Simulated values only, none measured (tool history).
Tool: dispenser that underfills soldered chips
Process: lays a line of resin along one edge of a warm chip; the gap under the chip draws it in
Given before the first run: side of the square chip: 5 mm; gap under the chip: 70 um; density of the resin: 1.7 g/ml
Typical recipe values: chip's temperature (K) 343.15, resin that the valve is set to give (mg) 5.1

run	day	chip's temperature (K)	resin that the valve is set to give (mg)	time until the resin shows at the far edge (s)	resin that the valve gave (mg)
1	0	343.15	5.1	7.4	5.02
2	0.171	343.15	5.1	10.5	4.98
# day 0.275: new syringe of resin
3	0.504	343.15	5.1	6.9	4.98
4	0.792	352.15	5.1	8.4	4.98
# day 0.842: new syringe of resin
5	1.075	343.15	5.1	7.2	4.98
6	1.379	342.15	5.1	11.7	4.96
# day 1.412: new syringe of resin
7	1.617	342.15	5.1	7.2	4.86
8	1.908	342.15	5.1	11.4	4.9
# day 1.988: new syringe of resin
# day 2.104: dispensing valve cleaned and set on the balance
9	2.217	332.15	4.43	9.3	4.47
10	2.392	332.15	4.43	12.4	4.47
# day 2.592: new syringe of resin
11	2.75	332.15	4.43	9.4	4.42
12	2.992	343.15	4.55	8.8	4.45

The next listed run, before its measurement:
# day 3.183: new syringe of resin
13	3.308	348.15	5.4	?	?

{"run 13": {"time until the resin shows at the far edge (s)": 4.9, "resin that the valve gave (mg)": 5.27}}
Minus the tool's unlogged condition, the same run would have read time until the resin shows at the far edge (s) 4, resin that the valve gave (mg) 5.38.
